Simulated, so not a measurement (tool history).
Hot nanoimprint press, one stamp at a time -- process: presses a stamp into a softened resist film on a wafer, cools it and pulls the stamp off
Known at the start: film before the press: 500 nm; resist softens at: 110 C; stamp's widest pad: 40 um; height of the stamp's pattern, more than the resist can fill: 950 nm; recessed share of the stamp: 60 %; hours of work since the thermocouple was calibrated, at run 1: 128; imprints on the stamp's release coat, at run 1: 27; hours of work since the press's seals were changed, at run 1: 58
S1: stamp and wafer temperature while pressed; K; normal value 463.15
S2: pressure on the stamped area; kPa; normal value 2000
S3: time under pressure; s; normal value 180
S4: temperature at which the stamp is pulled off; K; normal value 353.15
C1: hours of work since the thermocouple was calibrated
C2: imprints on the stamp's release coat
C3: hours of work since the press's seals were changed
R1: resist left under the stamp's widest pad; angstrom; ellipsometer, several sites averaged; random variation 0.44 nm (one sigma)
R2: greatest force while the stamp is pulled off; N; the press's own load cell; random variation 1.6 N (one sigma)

{"run": 1, "hour": 0.0, "S1": 463.15, "S2": 2000, "S3": 180, "S4": 353.15, "C1": 128, "C2": 27, "C3": 58, "R1": 1880, "R2": 239}
{"run": 2, "hour": 18.8, "S1": 463.15, "S2": 2000, "S3": 180, "S4": 353.15, "C1": 138, "C2": 87, "C3": 68, "R1": 1882, "R2": 244}
{"run": 3, "hour": 37.8, "S1": 463.15, "S2": 2000, "S3": 180, "S4": 353.15, "C1": 148, "C2": 147, "C3": 78, "R1": 1886, "R2": 246}
{"run": 4, "hour": 52.4, "S1": 463.15, "S2": 2000, "S3": 180, "S4": 353.15, "C1": 156, "C2": 193, "C3": 86, "R1": 1888, "R2": 245}
{"run": 5, "hour": 71.7, "S1": 463.15, "S2": 2000, "S3": 180, "S4": 353.15, "C1": 167, "C2": 255, "C3": 97, "R1": 1894, "R2": 249}
{"run": 6, "hour": 88.1, "S1": 463.15, "S2": 2000, "S3": 180, "S4": 353.15, "C1": 176, "C2": 307, "C3": 106, "R1": 1892, "R2": 254}
{"run": 7, "hour": 102.9, "S1": 463.15, "S2": 2000, "S3": 180, "S4": 353.15, "C1": 184, "C2": 354, "C3": 114, "R1": 1896, "R2": 256}
{"run": 8, "hour": 112.1, "S1": 463.15, "S2": 2000, "S3": 180, "S4": 353.15, "C1": 189, "C2": 383, "C3": 119, "R1": 1892, "R2": 257}
{"run": 9, "hour": 127.0, "S1": 463.15, "S2": 2000, "S3": 180, "S4": 345.15, "C1": 197, "C2": 430, "C3": 127, "R1": 1898, "R2": 317}
{"run": 10, "hour": 136.2, "S1": 463.15, "S2": 2000, "S3": 180, "S4": 353.15, "C1": 202, "C2": 459, "C3": 132, "R1": 1894, "R2": 262}
{"run": 11, "hour": 151.9, "S1": 463.15, "S2": 2000, "S3": 180, "S4": 353.15, "C1": 211, "C2": 509, "C3": 141, "R1": 1912, "R2": 262}
{"run": 12, "hour": 160.6, "S1": 459.15, "S2": 2000, "S3": 180, "S4": 353.15, "C1": 216, "C2": 537, "C3": 146, "R1": 2132, "R2": 265}
{"hour": 170.8, "done": "stamp cleaned and given a new release coat"}
{"run": 13, "hour": 184.7, "S1": 459.15, "S2": 2000, "S3": 180, "S4": 353.15, "C1": 225, "C2": 44, "C3": 156, "R1": 2135, "R2": 243}
{"run": 14, "hour": 198.0, "S1": 463.15, "S2": 1480, "S3": 180, "S4": 353.15, "C1": 233, "C2": 86, "C3": 163, "R1": 2196, "R2": 245}
{"run": 15, "hour": 210.1, "S1": 466.15, "S2": 1480, "S3": 180, "S4": 353.15, "C1": 239, "C2": 125, "C3": 169, "R1": 2038, "R2": 247}
{"run": 16, "hour": 222.8, "S1": 466.15, "S2": 1480, "S3": 180, "S4": 353.15, "C1": 246, "C2": 165, "C3": 176, "R1": 2030, "R2": 249}

Estimate the outcome of run 17 from the log above:
{"run": 17, "hour": 238.9, "S1": 461.15, "S2": 1480, "S3": 180, "S4": 353.15, "C1": 255, "C2": 216, "C3": 185, "R1": "?", "R2": "?"}

{"run 17": {"R1": 2318, "R2": 254}}
Take away the tool's hidden state, keep the run-to-run variation as it was, and the same run would have given R1 2266 angstrom, R2 240 N.

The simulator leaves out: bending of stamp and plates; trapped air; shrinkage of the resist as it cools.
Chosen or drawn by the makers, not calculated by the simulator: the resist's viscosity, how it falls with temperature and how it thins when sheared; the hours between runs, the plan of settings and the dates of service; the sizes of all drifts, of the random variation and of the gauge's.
